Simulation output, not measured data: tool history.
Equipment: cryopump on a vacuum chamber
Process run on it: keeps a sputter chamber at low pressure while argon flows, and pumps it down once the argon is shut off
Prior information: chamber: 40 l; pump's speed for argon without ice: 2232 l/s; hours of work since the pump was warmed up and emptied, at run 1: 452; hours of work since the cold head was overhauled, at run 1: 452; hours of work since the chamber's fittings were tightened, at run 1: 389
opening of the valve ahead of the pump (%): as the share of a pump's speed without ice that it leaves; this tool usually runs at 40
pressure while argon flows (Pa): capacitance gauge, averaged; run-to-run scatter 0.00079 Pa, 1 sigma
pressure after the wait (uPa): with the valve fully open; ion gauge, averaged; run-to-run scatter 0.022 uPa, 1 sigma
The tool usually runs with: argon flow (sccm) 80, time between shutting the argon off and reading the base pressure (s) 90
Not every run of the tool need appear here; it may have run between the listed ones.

| run | hour | argon flow (sccm) | time between shutting the argon off and reading the base pressure (s) | opening of the valve ahead of the pump (%) | hours of work since the pump was warmed up and emptied | hours of work since the cold head was overhauled | hours of work since the chamber's fittings were tightened | pressure while argon flows (Pa) | pressure after the wait (uPa) |
|---|---|---|---|---|---|---|---|---|---|
| 1 | 0.0 | 80 | 90 | 40 | 452 | 452 | 389 | 0.1573 | 0.81 |
| 2 | 22.0 | 80 | 90 | 40 | 468 | 468 | 406 | 0.1580 | 0.78 |
| 3 | 52.2 | 70 | 90 | 40 | 492 | 492 | 429 | 0.1373 | 0.82 |
| 4 | 83.4 | 70 | 90 | 40 | 516 | 516 | 453 | 0.1389 | 0.79 |
| 5 | 112.1 | 70 | 90 | 40 | 538 | 538 | 475 | 0.1385 | 0.83 |
| 6 | 136.2 | 80 | 82 | 40 | 556 | 556 | 494 | 0.1580 | 0.87 |
| 7 | 154.1 | 80 | 82 | 40 | 570 | 570 | 507 | 0.1577 | 0.91 |
| 8 | 188.9 | 80 | 171 | 40 | 597 | 597 | 534 | 0.1585 | 0.63 |
| 9 | 221.9 | 80 | 90 | 40 | 622 | 622 | 559 | 0.1601 | 0.89 |
| 10 | 244.2 | 80 | 90 | 40 | 639 | 639 | 577 | 0.1606 | 0.88 |
| 11 | 287.5 | 80 | 90 | 40 | 672 | 672 | 610 | 0.1591 | 0.87 |
| 12 | 324.2 | 80 | 90 | 16 | 701 | 701 | 638 | 0.3907 | 0.90 |
| 13 | 354.1 | 80 | 90 | 40 | 724 | 724 | 661 | 0.1603 | 0.90 |
| 14 | 378.4 | 80 | 62 | 40 | 742 | 742 | 680 | 0.1613 | 1.14 |
| 15 | 416.5 | 80 | 62 | 40 | 772 | 772 | 709 | 0.1605 | 1.19 |
| 16 | 447.8 | 80 | 62 | 40 | 796 | 796 | 733 | 0.1612 | 1.12 |
| 17 | 487.0 | 80 | 62 | 17 | 826 | 826 | 763 | 0.3671 | 1.19 |
| 18 | 511.2 | 80 | 62 | 17 | 844 | 844 | 782 | 0.3669 | 1.13 |
|  | 534.3 | pump warmed up, emptied and cooled again |
| 19 | 534.3 | 80 | 62 | 17 | 0 | 858 | 796 | 0.3597 | 1.12 |
| 20 | 563.3 | 80 | 62 | 17 | 22 | 881 | 818 | 0.3578 | 1.11 |
| 21 | 604.0 | 119 | 46 | 24 | 54 | 912 | 849 | 0.3799 | 1.44 |
| 22 | 643.4 | 66 | 223 | 23 | 84 | 942 | 880 | 0.2195 | 0.61 |
| 23 | 664.3 | 98 | 223 | 35 | 100 | 958 | 896 | 0.2142 | 0.55 |
| 24 | 691.2 | 80 | 47 | 47 | 121 | 979 | 916 | 0.1309 | 1.38 |
| 25 | 734.7 | 159 | 90 | 40 | 154 | 1012 | 950 | 0.3069 | 0.95 |
| 26 | 767.0 | 45 | 206 | 30 | 179 | 1037 | 975 | 0.1162 | 0.70 |
| 27 | 785.9 | 70 | 58 | 26 | 193 | 1052 | 989 | 0.2065 | 1.19 |
| 28 | 821.6 | 43 | 90 | 40 | 221 | 1079 | 1017 | 0.0839 | 0.99 |
| 29 | 840.7 | 43 | 246 | 22 | 235 | 1094 | 1031 | 0.1500 | 0.68 |
| 30 | 879.1 | 68 | 49 | 19 | 265 | 1123 | 1061 | 0.2742 | 1.39 |
| 31 | 918.8 | 80 | 20 | 50 | 295 | 1154 | 1091 | 0.1258 | 2.81 |
| 32 | 955.8 | 80 | 22 | 37 | 324 | 1182 | 1120 | 0.1685 | 2.58 |
| 33 | 978.7 | 80 | 37 | 40 | 341 | 1200 | 1137 | 0.1550 | 1.74 |
| 34 | 997.5 | 80 | 37 | 40 | 356 | 1214 | 1152 | 0.1570 | 1.72 |

Predict each of these 4 candidate next runs independently; none follows another, all start after run 34:
| A | 1021.9 | 80 | 90 | 18 | 375 | 1233 | 1170 | ? | ? |
| B | 1021.9 | 80 | 37 | 35 | 375 | 1233 | 1170 | ? | ? |
| C | 1021.9 | 80 | 56 | 40 | 375 | 1233 | 1170 | ? | ? |
| D | 1021.9 | 80 | 23 | 28 | 375 | 1233 | 1170 | ? | ? |

| run | pressure while argon flows (Pa) | pressure after the wait (uPa) |
|---|---|---|
| A | 0.3413 | 1.03 |
| B | 0.1782 | 1.85 |
| C | 0.1572 | 1.34 |
| D | 0.2225 | 2.61 |
Take away the tool's hidden state, keep each run's random variation, and the runs would have read:
| run | pressure while argon flows (Pa) | pressure after the wait (uPa) |
|---|---|---|
| A | 0.3359 | 0.64 |
| B | 0.1728 | 1.44 |
| C | 0.1517 | 0.94 |
| D | 0.2170 | 2.20 |
